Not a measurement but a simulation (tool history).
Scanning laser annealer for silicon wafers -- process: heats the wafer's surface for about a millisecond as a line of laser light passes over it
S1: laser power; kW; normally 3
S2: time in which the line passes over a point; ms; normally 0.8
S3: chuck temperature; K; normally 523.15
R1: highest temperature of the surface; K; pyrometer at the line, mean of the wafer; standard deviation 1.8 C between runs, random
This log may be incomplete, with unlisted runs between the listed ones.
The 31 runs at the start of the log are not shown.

| run | hour | S1 | S2 | S3 | R1 |
|---|---|---|---|---|---|
| 32 | 231.1 | 2.602 | 0.581 | 488.15 | 950.15 |
| 33 | 241.5 | 3.032 | 0.803 | 513.15 | 1178.15 |
| 34 | 251.4 | 3.046 | 0.863 | 509.15 | 1200.15 |
| 35 | 256.6 | 3.134 | 0.697 | 494.15 | 1140.15 |
| 36 | 265.8 | 2.756 | 0.8 | 521.15 | 1107.15 |
| 37 | 271 | 2.756 | 0.8 | 521.15 | 1106.15 |
| 38 | 279.1 | 2.756 | 0.8 | 521.15 | 1105.15 |
| 39 | 284.3 | 2.751 | 0.8 | 506.15 | 1088.15 |
| 40 | 290.3 | 2.843 | 0.68 | 501.15 | 1065.15 |
| 41 | 299.7 | 3.011 | 0.827 | 512.15 | 1176.15 |

What if the next run were any one of these 4? Each begins from the tool's condition after run 41:
| A | 305.8 | 3.011 | 0.827 | 549.15 | ? |
| B | 305.8 | 2.652 | 0.795 | 486.15 | ? |
| C | 305.8 | 3.011 | 0.913 | 512.15 | ? |
| D | 305.8 | 3.181 | 0.896 | 530.15 | ? |

| run | R1 |
|---|---|
| A | 1215.15 |
| B | 1040.15 |
| C | 1210.15 |
| D | 1270.15 |
Take away the tool's hidden state, keep each run's random variation, and the runs would have read:
| run | R1 |
|---|---|
| A | 1269.15 |
| B | 1085.15 |
| C | 1267.15 |
| D | 1331.15 |
